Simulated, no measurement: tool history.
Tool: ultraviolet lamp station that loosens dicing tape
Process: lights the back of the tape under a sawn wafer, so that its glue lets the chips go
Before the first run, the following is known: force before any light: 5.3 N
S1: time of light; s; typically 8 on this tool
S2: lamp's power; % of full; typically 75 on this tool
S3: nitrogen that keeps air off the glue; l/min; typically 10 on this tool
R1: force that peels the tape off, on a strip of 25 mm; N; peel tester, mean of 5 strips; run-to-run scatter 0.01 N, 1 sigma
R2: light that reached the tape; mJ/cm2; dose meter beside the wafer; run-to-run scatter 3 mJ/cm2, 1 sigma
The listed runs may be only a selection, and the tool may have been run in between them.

run,hour,S1,S2,S3,R1,R2
1,0,8,75,10,0.596,380
2,6.2,5,75,10,1.281,238
3,13.7,8,89,10,0.429,453
4,21.8,8,89,10,0.427,452
5,28.5,8,89,10,0.445,443
6,36.2,6,75,10,0.988,280
7,43.9,6,75,10,0.97,279
8,51.3,6,75,10,0.834,311
9,59.4,6,75,10,0.843,311
10,68.5,6,75,10,0.841,310
11,73.1,6,75,10,0.852,318
12,77.9,6,75,10,0.843,309
13,82.5,6,75,10,0.827,310
14,86.8,11,94,15,0.186,714
15,90.8,7,75,10,0.669,358
16,97.9,4,79,16,1.212,213
17,103.9,8,60,10,0.754,327
18,110.1,8,75,10,0.515,407
19,115.2,8,75,10,0.528,406
20,122.6,8,75,10,0.534,403
21,131.8,8,75,7,0.648,403
22,135.8,8,99,4,0.499,533
23,144.6,8,99,4,0.499,533
24,153.3,8,94,4,0.56,503

Not shown: 1 entry that the log had between the listed runs. Between which runs, and how does the tool's hidden state differ before and after?
Between runs 7 and 8: window cleaned of glue's vapour (hour 45.7)
  lamp's light, % of a new lamp's: 96 -> 95.9; light that the window lets through, % of a clean one's: 89.1 -> 99.6
  difference, measured minus the result without the unlogged condition, R1: +0.22 -> +0.062 N; R2: -48 -> -14 mJ/cm2

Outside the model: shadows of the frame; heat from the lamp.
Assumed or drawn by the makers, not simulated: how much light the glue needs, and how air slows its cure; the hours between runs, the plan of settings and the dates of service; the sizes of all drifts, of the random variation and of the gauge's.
